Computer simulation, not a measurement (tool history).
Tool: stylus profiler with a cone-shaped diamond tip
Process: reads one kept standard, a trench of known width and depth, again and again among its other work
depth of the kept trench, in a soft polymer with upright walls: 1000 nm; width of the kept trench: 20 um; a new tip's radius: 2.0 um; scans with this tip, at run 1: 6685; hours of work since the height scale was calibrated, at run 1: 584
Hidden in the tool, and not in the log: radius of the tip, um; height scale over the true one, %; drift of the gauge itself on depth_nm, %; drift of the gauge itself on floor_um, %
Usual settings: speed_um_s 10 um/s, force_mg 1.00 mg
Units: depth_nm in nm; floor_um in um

| run | hour | speed_um_s | force_mg | scans with this tip | hours of work since the height scale was calibrated | depth_nm | floor_um |
|---|---|---|---|---|---|---|---|
| 1 | 0.0 | 10 | 1.00 | 6685 | 584 | 1009.22 | 15.47 |
| 2 | 16.1 | 10 | 1.00 | 6821 | 596 | 1008.83 | 15.45 |
| 3 | 29.2 | 10 | 1.00 | 6931 | 606 | 1009.05 | 15.50 |
| 4 | 42.5 | 9 | 1.00 | 7044 | 615 | 1009.10 | 15.49 |
| 5 | 50.9 | 9 | 1.00 | 7114 | 621 | 1008.99 | 15.52 |
| 6 | 65.2 | 10 | 1.00 | 7235 | 632 | 1008.87 | 15.48 |
| 7 | 73.3 | 10 | 1.00 | 7303 | 638 | 1009.03 | 15.49 |
| 8 | 81.8 | 10 | 1.00 | 7375 | 644 | 1009.24 | 15.38 |
|  | 83.6 | height scale calibrated on a step standard |
| 9 | 89.4 | 10 | 1.00 | 7435 | 4 | 1009.39 | 15.44 |
| 10 | 96.3 | 10 | 1.00 | 7494 | 9 | 1009.77 | 15.41 |
| 11 | 111.4 | 10 | 1.00 | 7621 | 20 | 1009.82 | 15.44 |
| 12 | 125.3 | 10 | 1.62 | 7738 | 31 | 1012.73 | 15.40 |
| 13 | 138.2 | 10 | 0.94 | 7848 | 40 | 1009.15 | 15.39 |
|  | 140.9 | height scale calibrated on a step standard, once more |
| 14 | 148.1 | 10 | 0.94 | 7926 | 5 | 1007.79 | 15.36 |
| 15 | 158.7 | 9 | 1.75 | 8016 | 13 | 1012.11 | 15.34 |
| 16 | 172.8 | 7 | 1.75 | 8135 | 24 | 1012.30 | 15.37 |
| 17 | 180.0 | 7 | 1.75 | 8196 | 29 | 1012.29 | 15.36 |
| 18 | 193.9 | 32 | 2.05 | 8313 | 39 | 1013.70 | 15.26 |
| 19 | 209.3 | 32 | 2.05 | 8443 | 50 | 1013.51 | 15.28 |
| 20 | 217.3 | 6 | 2.05 | 8511 | 56 | 1013.51 | 15.38 |
| 21 | 225.4 | 6 | 2.05 | 8579 | 62 | 1013.58 | 15.33 |
| 22 | 232.2 | 5 | 0.67 | 8636 | 67 | 1006.43 | 15.32 |
| 23 | 240.8 | 7 | 0.37 | 8709 | 74 | 1004.44 | 15.29 |
| 24 | 251.8 | 7 | 1.46 | 8802 | 82 | 1010.72 | 15.31 |
| 25 | 268.1 | 3 | 0.45 | 8940 | 94 | 1005.30 | 15.26 |

Some steps in depth_nm between neighbouring runs. How much of each would the tool show without its hidden state too (settings, what came in, random variation), and how much is left for the hidden state, with any gauge scatter that isn't in both results?
Run 8 -> 9: height scale calibrated on a step standard. depth_nm +0.15 nm: hidden state +0.30, all else -0.15.
Run 13 -> 14: height scale calibrated on a step standard, once more. depth_nm -1.36 nm: hidden state -1.22, all else -0.14.
Run 21 -> 22: speed_um_s 6 -> 5, force_mg 2.05 -> 0.67. depth_nm -7.15 nm: hidden state +0.00, all else -7.15.
Run 23 -> 24: force_mg 0.37 -> 1.46. depth_nm +6.28 nm: hidden state +0.02, all else +6.26.

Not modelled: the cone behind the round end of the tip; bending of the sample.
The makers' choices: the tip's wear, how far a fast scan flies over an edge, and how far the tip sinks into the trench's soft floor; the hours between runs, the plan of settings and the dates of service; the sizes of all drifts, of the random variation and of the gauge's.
